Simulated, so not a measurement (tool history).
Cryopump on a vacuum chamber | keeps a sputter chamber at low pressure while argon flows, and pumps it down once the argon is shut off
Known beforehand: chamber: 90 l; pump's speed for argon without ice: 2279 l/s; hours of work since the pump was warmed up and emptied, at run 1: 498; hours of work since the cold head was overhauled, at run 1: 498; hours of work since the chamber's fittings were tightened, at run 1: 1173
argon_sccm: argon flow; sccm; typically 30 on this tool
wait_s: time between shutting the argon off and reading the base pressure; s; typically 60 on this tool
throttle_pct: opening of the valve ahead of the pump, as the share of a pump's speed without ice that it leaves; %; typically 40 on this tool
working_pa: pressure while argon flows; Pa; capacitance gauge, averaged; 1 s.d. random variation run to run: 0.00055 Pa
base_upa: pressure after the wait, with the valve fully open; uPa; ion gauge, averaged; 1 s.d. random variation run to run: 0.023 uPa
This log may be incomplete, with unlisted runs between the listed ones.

run,day,argon_sccm,wait_s,throttle_pct,hours of work since the pump was warmed up and emptied,hours of work since the cold head was overhauled,hours of work since the chamber's fittings were tightened,working_pa,base_upa
1,0,30,60,40,498,498,1173,0.0589,2.36
2,0.746,30,60,15,513,513,1188,0.1514,2.44
3,1.425,30,162,40,527,527,1202,0.059,2.06
4,2.533,30,34,40,550,550,1225,0.0581,2.88
5,3.583,27,60,40,571,571,1246,0.0531,2.43
6,4.504,27,60,40,590,590,1265,0.0534,2.49
7,4.975,27,60,40,600,600,1275,0.054,2.51
8,5.467,30,60,40,610,610,1285,0.0599,2.51
9,6.362,30,60,40,628,628,1303,0.0599,2.55
10,7.075,30,35,40,643,643,1318,0.0589,2.97
# day 7.229: leaking fittings of the chamber tightened, without venting
11,8.054,30,35,40,662,662,17,0.0604,1.25
12,9.171,30,35,40,685,685,40,0.0609,1.27
13,9.75,30,35,40,696,696,52,0.0606,1.3
14,10.833,30,60,40,719,719,74,0.0608,0.87
15,11.396,30,60,40,730,730,86,0.0606,0.86
16,12.138,30,24,40,746,746,101,0.0612,1.84
17,12.667,20,105,31,756,756,112,0.0516,0.71
18,13.608,15,43,20,776,776,131,0.0576,1.18
19,14.512,21,197,47,794,794,150,0.037,0.57
20,15.25,60,197,15,810,810,165,0.3089,0.57
21,15.771,49,197,23,820,820,176,0.1672,0.63
22,16.775,45,207,40,841,841,196,0.093,0.64
23,17.367,22,112,40,853,853,208,0.0447,0.82
24,18.4,15,186,50,874,874,230,0.0256,0.73
25,19.279,15,132,54,892,892,248,0.0239,0.78
26,19.988,15,132,54,907,907,262,0.0231,0.8
27,21.092,15,132,54,930,930,285,0.0246,0.92
28,21.717,15,132,49,943,943,298,0.026,0.94
29,22.342,14,109,47,955,955,311,0.0257,0.97
30,23.146,14,109,47,972,972,327,0.0248,1.02
31,24.025,14,109,47,990,990,345,0.0254,1.03

Some steps in working_pa between neighbouring runs. How much of each would the tool show without its hidden state too (settings, what came in, random variation), and how much is left for the hidden state, with any gauge scatter that isn't in both results?
The hidden state here: pump's speed, % of a pump's without ice; cold plate's temperature, K; leak into the chamber, uPa l/s; drift of the gauge itself on working_pa, %; drift of the gauge itself on base_upa, %.
Run 1 -> 2: throttle_pct 40 -> 15. working_pa +0.0925 Pa: hidden state +0.0002, all else +0.0923.
Run 19 -> 20: argon_sccm 21 -> 60, throttle_pct 47 -> 15. working_pa +0.2719 Pa: hidden state +0.0078, all else +0.2641.
Run 20 -> 21: argon_sccm 60 -> 49, throttle_pct 15 -> 23. working_pa -0.1417 Pa: hidden state -0.0021, all else -0.1396.
Run 22 -> 23: argon_sccm 45 -> 22, wait_s 207 -> 112. working_pa -0.0483 Pa: hidden state -0.0048, all else -0.0435.

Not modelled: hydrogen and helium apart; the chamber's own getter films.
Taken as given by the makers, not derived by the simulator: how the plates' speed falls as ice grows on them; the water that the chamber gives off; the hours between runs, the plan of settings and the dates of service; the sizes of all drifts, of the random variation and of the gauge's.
